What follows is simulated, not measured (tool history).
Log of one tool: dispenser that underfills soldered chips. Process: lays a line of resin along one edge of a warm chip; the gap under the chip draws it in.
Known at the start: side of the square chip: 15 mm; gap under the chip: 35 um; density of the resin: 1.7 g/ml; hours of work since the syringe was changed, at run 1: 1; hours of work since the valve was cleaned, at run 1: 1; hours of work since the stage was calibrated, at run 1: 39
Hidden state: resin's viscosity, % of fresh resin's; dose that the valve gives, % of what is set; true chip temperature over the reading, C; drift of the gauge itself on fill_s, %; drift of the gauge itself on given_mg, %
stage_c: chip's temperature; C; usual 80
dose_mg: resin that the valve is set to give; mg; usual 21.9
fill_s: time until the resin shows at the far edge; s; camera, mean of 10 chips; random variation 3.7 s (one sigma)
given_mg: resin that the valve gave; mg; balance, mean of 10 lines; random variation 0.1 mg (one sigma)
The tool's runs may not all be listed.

run   hour  stage_c  dose_mg  hours of work since the syringe was changed  hours of work since the valve was cleaned  hours of work since the stage was calibrated  fill_s  given_mg
  1    0.0       80     21.9                                            1                                          1                                            39   393.8     22.26
  2   14.6       80     21.9                                           12                                         12                                            50   698.2     21.63
      15.8  -- new syringe of resin
  3   26.5       80     21.9                                            8                                         20                                            59   594.2     21.45
      32.2  -- new syringe of resin
  4   39.6       80     25.2                                            6                                         30                                            68   513.3     24.76
      48.7  -- new syringe of resin
  5   52.2       80     21.9                                            3                                         39                                            78   437.7     21.14
  6   62.9       80     21.9                                           11                                         48                                            86   668.4     21.09
      65.8  -- new syringe of resin
  7   76.4       80     21.9                                            8                                         58                                            96   576.7     20.96
      82.4  -- new syringe of resin
  8   84.6       80     21.9                                            2                                         64                                           102   425.6     20.43
      98.4  -- new syringe of resin
  9   98.4       80     21.9                                            0                                         74                                           112   384.4     20.46
 10  104.8       73     21.9                                            5                                         79                                           117   717.7     20.60
     114.8  -- new syringe of resin
 11  117.7       73     21.9                                            2                                         88                                           126   624.9     20.44
 12  125.1       73     21.9                                            8                                         94                                           132   854.3     20.07
     131.1  -- new syringe of resin
 13  136.9       78     21.9                                            4                                        103                                           141   540.6     20.12
 14  144.0       66     21.9                                           10                                        108                                           146  1341.3     20.03
     147.2  -- new syringe of resin
 15  151.9       66     21.9                                            4                                        114                                           152   979.1     19.84
     163.7  -- new syringe of resin
 16  168.0       66     21.9                                            3                                        126                                           164   967.9     19.66
     173.0  -- dispensing valve cleaned and set on the balance
 17  178.0       85     26.9                                           10                                          4                                           171   520.0     26.80
     181.6  -- new syringe of resin
 18  188.7       70     24.1                                            5                                         12                                           178   878.1     23.86
 19  196.7       70     24.1                                           11                                         18                                           185  1184.5     23.56
     198.0  -- new syringe of resin
 20  203.4       70     24.1                                            4                                         23                                           189   786.0     23.88
     214.1  -- new syringe of resin
 21  214.8       74     21.9                                            1                                         31                                           198   555.3     21.16
 22  227.7       71     27.4                                           10                                         41                                           208  1064.2     26.34
     230.2  -- new syringe of resin
 23  236.6       85     27.2                                            5                                         47                                           214   394.7     26.20

Forecast each of these 3 alternatives for the next run:
     246.5  -- new syringe of resin
  A  248.6       77     21.9                                            2                                         56                                           223       ?         ?
     246.5  -- new syringe of resin
  B  248.6       80     27.8                                            2                                         56                                           223       ?         ?
     246.5  -- new syringe of resin
  C  248.6       91     19.0                                            2                                         56                                           223       ?         ?

run  fill_s  given_mg
  A   514.2     20.87
  B   435.3     26.46
  C   269.6     18.26
Without the tool's hidden state the same runs would have given:
run  fill_s  given_mg
  A   428.5     21.91
  B   364.9     27.78
  C   224.8     19.17
